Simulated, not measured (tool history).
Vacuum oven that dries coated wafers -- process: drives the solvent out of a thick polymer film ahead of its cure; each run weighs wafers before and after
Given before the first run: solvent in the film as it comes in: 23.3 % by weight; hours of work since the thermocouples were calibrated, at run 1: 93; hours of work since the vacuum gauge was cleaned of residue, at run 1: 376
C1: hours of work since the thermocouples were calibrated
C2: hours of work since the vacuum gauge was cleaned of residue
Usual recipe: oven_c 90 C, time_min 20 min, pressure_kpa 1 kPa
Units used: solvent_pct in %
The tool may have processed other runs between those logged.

run 1 hour=0 | oven_c=90 time_min=20 pressure_kpa=1 | C1=93 C2=376 | solvent_pct=2.43
run 2 hour=65.1 | oven_c=90 time_min=20 pressure_kpa=1 | C1=131 C2=414 | solvent_pct=2.4
run 3 hour=99.4 | oven_c=90 time_min=20 pressure_kpa=1 | C1=151 C2=434 | solvent_pct=2.38
run 4 hour=139.3 | oven_c=90 time_min=20 pressure_kpa=1 | C1=174 C2=457 | solvent_pct=2.51
run 5 hour=202.6 | oven_c=90 time_min=20 pressure_kpa=1 | C1=211 C2=494 | solvent_pct=2.43
run 6 hour=245.8 | oven_c=79 time_min=20 pressure_kpa=1 | C1=237 C2=520 | solvent_pct=6.53
run 7 hour=316.4 | oven_c=79 time_min=20 pressure_kpa=1 | C1=278 C2=561 | solvent_pct=6.59
run 8 hour=358.8 | oven_c=90 time_min=20 pressure_kpa=1 | C1=303 C2=586 | solvent_pct=2.5
run 9 hour=393.4 | oven_c=90 time_min=20 pressure_kpa=1 | C1=323 C2=606 | solvent_pct=2.43
run 10 hour=444.6 | oven_c=90 time_min=20 pressure_kpa=1 | C1=353 C2=636 | solvent_pct=2.42
run 11 hour=518.6 | oven_c=90 time_min=20 pressure_kpa=3.15 | C1=396 C2=680 | solvent_pct=3.91
run 12 hour=557.1 | oven_c=90 time_min=20 pressure_kpa=3.15 | C1=419 C2=702 | solvent_pct=4.04
run 13 hour=626.6 | oven_c=90 time_min=20 pressure_kpa=1.7 | C1=460 C2=743 | solvent_pct=2.95
run 14 hour=660.1 | oven_c=90 time_min=20 pressure_kpa=1.7 | C1=479 C2=762 | solvent_pct=2.97
run 15 hour=714.8 | oven_c=90 time_min=20 pressure_kpa=1.7 | C1=511 C2=794 | solvent_pct=2.96
run 16 hour=781.9 | oven_c=90 time_min=15 pressure_kpa=1 | C1=551 C2=834 | solvent_pct=3.84
run 17 hour=820.3 | oven_c=90 time_min=15 pressure_kpa=1 | C1=573 C2=856 | solvent_pct=3.95
run 18 hour=873 | oven_c=90 time_min=15 pressure_kpa=1 | C1=604 C2=887 | solvent_pct=3.84
run 19 hour=920.2 | oven_c=90 time_min=15 pressure_kpa=1 | C1=632 C2=915 | solvent_pct=3.97
run 20 hour=961.3 | oven_c=94 time_min=15 pressure_kpa=1 | C1=656 C2=939 | solvent_pct=2.67
run 21 hour=999.6 | oven_c=94 time_min=15 pressure_kpa=1 | C1=678 C2=961 | solvent_pct=2.7
run 22 hour=1071.2 | oven_c=94 time_min=15 pressure_kpa=1 | C1=720 C2=1003 | solvent_pct=2.69
run 23 hour=1126.3 | oven_c=90 time_min=20 pressure_kpa=1 | C1=752 C2=1036 | solvent_pct=2.56
run 24 hour=1206.9 | oven_c=90 time_min=20 pressure_kpa=1 | C1=800 C2=1083 | solvent_pct=2.7
-- hour=1213.2 oven's thermocouples calibrated
run 25 hour=1262.2 | oven_c=77 time_min=12 pressure_kpa=2.36 | C1=29 C2=1114 | solvent_pct=12.15
run 26 hour=1308.5 | oven_c=90 time_min=20 pressure_kpa=1.64 | C1=56 C2=1141 | solvent_pct=3.12
run 27 hour=1341.6 | oven_c=90 time_min=20 pressure_kpa=1.64 | C1=75 C2=1160 | solvent_pct=3.19
run 28 hour=1412.9 | oven_c=79 time_min=13 pressure_kpa=1.66 | C1=117 C2=1202 | solvent_pct=10.19
run 29 hour=1445.9 | oven_c=98 time_min=12 pressure_kpa=0.7 | C1=136 C2=1222 | solvent_pct=2.58
run 30 hour=1492.1 | oven_c=98 time_min=12 pressure_kpa=0.7 | C1=163 C2=1249 | solvent_pct=2.51
run 31 hour=1551.5 | oven_c=98 time_min=18 pressure_kpa=1 | C1=198 C2=1283 | solvent_pct=1.35
run 32 hour=1594.9 | oven_c=90 time_min=13 pressure_kpa=0.66 | C1=224 C2=1309 | solvent_pct=4.74
run 33 hour=1650 | oven_c=90 time_min=13 pressure_kpa=0.66 | C1=256 C2=1341 | solvent_pct=4.78
-- hour=1664.8 oven's thermocouples calibrated, once more
run 34 hour=1688.7 | oven_c=89 time_min=20 pressure_kpa=1 | C1=14 C2=1363 | solvent_pct=2.8
run 35 hour=1761.4 | oven_c=89 time_min=20 pressure_kpa=1 | C1=57 C2=1405 | solvent_pct=2.75
run 36 hour=1801.5 | oven_c=89 time_min=31 pressure_kpa=1 | C1=80 C2=1429 | solvent_pct=1.47
run 37 hour=1876 | oven_c=89 time_min=31 pressure_kpa=1 | C1=124 C2=1472 | solvent_pct=1.48
run 38 hour=1948 | oven_c=102 time_min=36 pressure_kpa=1 | C1=166 C2=1515 | solvent_pct=0.53
-- hour=1972.6 vacuum gauge cleaned of residue and calibrated
run 39 hour=2001.4 | oven_c=102 time_min=36 pressure_kpa=1 | C1=196 C2=17 | solvent_pct=0.48
run 40 hour=2042.9 | oven_c=102 time_min=20 pressure_kpa=1 | C1=221 C2=41 | solvent_pct=0.68
run 41 hour=2117.4 | oven_c=80 time_min=19 pressure_kpa=1.6 | C1=264 C2=85 | solvent_pct=7.04
run 42 hour=2184.8 | oven_c=86 time_min=20 pressure_kpa=3.61 | C1=304 C2=124 | solvent_pct=5.77
run 43 hour=2222.4 | oven_c=90 time_min=26 pressure_kpa=2.34 | C1=326 C2=146 | solvent_pct=2.56
run 44 hour=2275.2 | oven_c=90 time_min=26 pressure_kpa=2.34 | C1=357 C2=177 | solvent_pct=2.58
run 45 hour=2319.2 | oven_c=90 time_min=26 pressure_kpa=2.34 | C1=382 C2=203 | solvent_pct=2.62
run 46 hour=2357.7 | oven_c=90 time_min=26 pressure_kpa=2.34 | C1=405 C2=226 | solvent_pct=2.63
run 47 hour=2394 | oven_c=105 time_min=20 pressure_kpa=1 | C1=426 C2=247 | solvent_pct=0.55

For each entry between runs, how does the tool's hidden state at the last listed run before it compare with that at the first listed run after it?
Logged between run 24 and run 25: oven's thermocouples calibrated (hour 1213.2)
  true wafer temperature over the reading, C: -0.67 -> -0.96; true pressure over the reading, kPa: 0.13 -> 0.133
  what was measured, less what the result would be without the hidden state, solvent_pct: +0.27 -> +0.51 %
Logged between run 33 and run 34: oven's thermocouples calibrated, once more (hour 1664.8)
  true wafer temperature over the reading, C: -1.17 -> -0.24; true pressure over the reading, kPa: 0.159 -> 0.162
  what was measured, less what the result would be without the hidden state, solvent_pct: +0.55 -> +0.19 %
Logged between run 38 and run 39: vacuum gauge cleaned of residue and calibrated (hour 1972.6)
  true wafer temperature over the reading, C: -0.37 -> -0.4; true pressure over the reading, kPa: 0.18 -> 0.005
  what was measured, less what the result would be without the hidden state, solvent_pct: +0.09 -> +0.01 %
